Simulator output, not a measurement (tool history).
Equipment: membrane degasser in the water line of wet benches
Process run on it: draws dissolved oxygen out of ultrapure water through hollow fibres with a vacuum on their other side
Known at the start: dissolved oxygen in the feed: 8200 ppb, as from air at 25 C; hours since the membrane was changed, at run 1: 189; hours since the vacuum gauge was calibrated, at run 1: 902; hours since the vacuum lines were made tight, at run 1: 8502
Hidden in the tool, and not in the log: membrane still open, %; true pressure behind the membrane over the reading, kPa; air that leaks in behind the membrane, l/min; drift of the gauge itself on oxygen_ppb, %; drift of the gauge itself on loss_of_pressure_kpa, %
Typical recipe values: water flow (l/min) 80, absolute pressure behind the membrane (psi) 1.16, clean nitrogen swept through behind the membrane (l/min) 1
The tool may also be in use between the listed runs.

run,hour,water flow (l/min),absolute pressure behind the membrane (psi),clean nitrogen swept through behind the membrane (l/min),hours since the membrane was changed,hours since the vacuum gauge was calibrated,hours since the vacuum lines were made tight,dissolved oxygen in the water behind the degasser (ppb),pressure that the water loses in the fibres (psi)
1,0,80,1.16,1,189,902,8502,607.9,8.077
2,40.1,80,1.16,1,229,942,8542,620.8,7.993
3,67,80,2.045,1,256,969,8569,1291.4,8.044
4,112.8,80,1.16,1.54,302,1015,8615,455.1,8.002
5,156.5,80,1.16,1,345,1059,8659,609.8,8.063
6,185.6,80,1.16,1,374,1088,8688,616.8,8.042
7,231.9,80,0.956,1,421,1134,8734,440.7,8.067
8,262,80,0.956,1.82,451,1164,8764,292.8,7.977
9,282.9,80,0.956,1.82,472,1185,8785,291.7,8.035
10,311.5,80,0.956,1.82,500,1214,8814,287.7,8.063
11,343.7,80,0.956,1.82,532,1246,8846,292.1,7.986
12,378.6,80,0.956,1.86,567,1281,8881,282.9,8.087
13,418.6,80,1.16,1,607,1321,8921,618.2,8.07
14,461.6,80,1.16,1,650,1364,8964,613.6,8.058
15,504.3,80,1.16,0.9,693,1407,9007,655.3,8.092
16,550.2,60,1.944,0.62,739,1452,9053,1362.8,6.057
17,587.6,60,1.458,0.68,776,1490,9090,901.5,6.063
18,630.8,60,2.052,2.62,819,1533,9133,519.8,6.071
19,673.3,108,2.531,1.57,862,1576,9176,1510.1,11.016
20,718.3,108,2.531,1.57,907,1621,9221,1513.2,10.923
21,763.3,108,2.531,1.57,952,1665,9266,1495.3,10.975
22,790.9,122,1.926,0.44,980,1693,9293,2270.6,12.421
23,835.8,122,1.926,0.44,1025,1738,9338,2253.5,12.469
24,861.6,80,1.391,1,1050,1764,9364,804.7,8.119
25,898.4,80,1.391,1,1087,1801,9401,807.8,8.099
26,931.9,80,1.391,1,1121,1834,9434,805.5,8.167
27,962.4,80,1.391,1,1151,1865,9465,799.8,8.161
28,1008.2,87,0.864,1.59,1197,1910,9510,285.5,8.879

Below are 4 alternative next runs, each starting from the tool's condition after run 28. Predict each:
A,1056.9,86,0.793,1.06,1246,1959,9559,?,?
B,1056.9,87,0.864,1.88,1246,1959,9559,?,?
C,1056.9,87,0.864,0.55,1246,1959,9559,?,?
D,1056.9,112,2.141,1.62,1246,1959,9559,?,?

run,dissolved oxygen in the water behind the degasser (ppb),pressure that the water loses in the fibres (psi)
A,307,8.834
B,251.2,8.894
C,542.9,8.882
D,1282.1,11.458
Without the tool's hidden state the same runs would have given:
run,dissolved oxygen in the water behind the degasser (ppb),pressure that the water loses in the fibres (psi)
A,306.8,8.669
B,251,8.728
C,542.6,8.715
D,1281.9,11.245

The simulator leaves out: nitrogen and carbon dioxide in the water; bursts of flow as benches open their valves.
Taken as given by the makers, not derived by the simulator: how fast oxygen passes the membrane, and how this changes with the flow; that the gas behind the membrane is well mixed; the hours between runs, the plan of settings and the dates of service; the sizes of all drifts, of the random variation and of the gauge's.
